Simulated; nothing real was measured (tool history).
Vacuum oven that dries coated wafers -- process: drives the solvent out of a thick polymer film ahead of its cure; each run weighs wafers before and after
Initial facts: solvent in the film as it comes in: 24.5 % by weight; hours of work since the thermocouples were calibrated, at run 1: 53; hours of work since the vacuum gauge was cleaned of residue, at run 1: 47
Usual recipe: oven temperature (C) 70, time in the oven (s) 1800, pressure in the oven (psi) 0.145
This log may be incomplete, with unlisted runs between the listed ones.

run	hour	oven temperature (C)	time in the oven (s)	pressure in the oven (psi)	hours of work since the thermocouples were calibrated	hours of work since the vacuum gauge was cleaned of residue	solvent left in the film (%)
1	0	70	1800	0.145	53	47	1.34
2	6.5	70	2400	0.145	56	49	0.77
3	17.1	75	2400	0.145	60	54	0.49
4	27.2	75	2400	0.145	64	58	0.42
5	32.9	75	2400	0.145	66	60	0.34
6	43.3	75	2400	0.138	71	64	0.43
7	51.3	75	2400	0.138	74	67	0.29
8	62.1	59	2400	0.138	78	72	4.16
9	73.8	59	2400	0.138	83	77	4.3
10	80.4	70	1800	0.145	86	79	1.4
11	92.2	70	3120	0.145	90	84	0.49
12	97.4	70	3120	0.145	93	86	0.55
13	104	70	3120	0.145	95	89	0.58
14	116	70	1800	0.08	100	94	1.2
15	121.5	70	1800	0.08	102	96	1.23
16	130	81	1800	0.08	106	99	0.25
17	140.6	81	1800	0.08	110	104	0.28
18	146.9	81	1800	0.37	113	106	0.76
19	157.2	81	1800	0.37	117	110	0.79
20	163.8	81	1800	0.37	119	113	0.73
21	169.8	75	1800	0.145	122	115	0.52
22	178.5	70	1440	0.145	125	119	2.15
23	186	70	2700	0.145	128	122	0.64
24	196.9	70	1800	0.145	133	126	1.36
25	203.1	70	1140	0.148	135	129	3.26
26	210.3	70	1140	0.148	138	132	3.38
27	220.3	70	1140	0.148	142	136	3.39
28	229.4	55	1500	0.104	146	140	9.78
29	239.8	55	1500	0.104	150	144	9.57
30	248.7	70	1800	0.212	154	147	1.64
31	253.5	70	1800	0.212	156	149	1.54
32	259.5	77	900	0.081	158	152	1.7
33	264.6	62	1320	0.107	160	154	6.55
34	269.9	62	1320	0.107	162	156	6.64
35	276.8	65	1800	0.477	165	159	4.28
36	286.7	61	2160	0.145	169	163	4.03
37	298.6	61	2160	0.145	174	168	3.99
38	309.6	63	1800	0.145	179	172	4
39	319.5	75	1380	0.36	183	176	1.66
40	328.8	55	1800	0.145	186	180	8.79
41	334.9	55	1800	0.145	189	182	8.71
42	342	68	1440	0.086	192	185	2.79
43	349.4	68	2400	0.258	195	188	1.47
44	354.9	74	3000	0.468	197	190	1.29
45	364.8	60	1920	0.145	201	194	5.27
46	375.7	69	1200	0.145	205	199	3.65
47	381.8	69	1200	0.145	208	201	3.56

Subtracting, for every run, the result it would have given without the tool's unlogged condition from the measured result gives the following. The same run-to-run variation enters both numbers; the gauge's scatter may not:
Hidden state at play: true wafer temperature over the reading, C; true pressure over the reading, kPa; drift of the gauge itself on solvent_pct, %.
run	solvent left in the film (%)
1	-0.01
2	+0
3	+0
4	+0.01
5	+0
6	+0
7	+0.01
8	+0.01
9	+0.02
10	+0.01
11	+0.02
12	+0.02
13	+0.01
14	+0.02
15	+0.02
16	+0.01
17	+0.01
18	+0.01
19	+0.01
20	+0.01
21	+0.01
22	+0.04
23	+0.03
24	+0.04
25	+0.06
26	+0.06
27	+0.07
28	+0.1
29	+0.1
30	+0.05
31	+0.05
32	+0.06
33	+0.11
34	+0.11
35	+0.1
36	+0.12
37	+0.11
38	+0.11
39	+0.06
40	+0.16
41	+0.16
42	+0.11
43	+0.07
44	+0.04
45	+0.17
46	+0.14
47	+0.14
